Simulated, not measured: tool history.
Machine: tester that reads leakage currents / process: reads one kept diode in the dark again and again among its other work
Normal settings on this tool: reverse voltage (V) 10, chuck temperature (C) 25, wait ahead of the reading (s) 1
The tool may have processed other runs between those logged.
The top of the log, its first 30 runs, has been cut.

run,day,reverse voltage (V),chuck temperature (C),wait ahead of the reading (s),hours of work since the probe card was cleaned,hours of work since the tester was calibrated,hours of work since the chuck was calibrated,current that the tester gives (pA)
31,128.354,1.4,31,1.53,1055,3097,801,153.23
32,133.108,1.4,31,1.53,1143,3185,889,155.37
33,137.7,1.4,31,1.53,1228,3270,974,156.65
34,142.342,3.3,31,1.53,1314,3356,1060,250.85
# day 143.404: probe card cleaned and baked
# day 146.088: chuck's temperature calibrated
35,146.471,9.3,45,2.52,55,3429,7,1033.46
36,149.008,9.3,45,2.52,102,3476,54,1047.36
37,152.462,9.8,49,1,166,3539,118,1430.94
38,156.225,4.7,48,8.89,236,3609,188,915.94
39,158.6,10,37,4.06,280,3653,232,627.82

Forecast each of these 3 alternatives for the next run:
A,163.904,10,37,1,378,3751,330,?
B,163.904,1.6,59,4.06,378,3751,330,?
C,163.904,10,29,6.31,378,3751,330,?

run,current that the tester gives (pA)
A,641.26
B,1094.65
C,349.36
Take away the tool's hidden state, keep each run's random variation, and the runs would have read:
run,current that the tester gives (pA)
A,600.43
B,1036.84
C,324.67
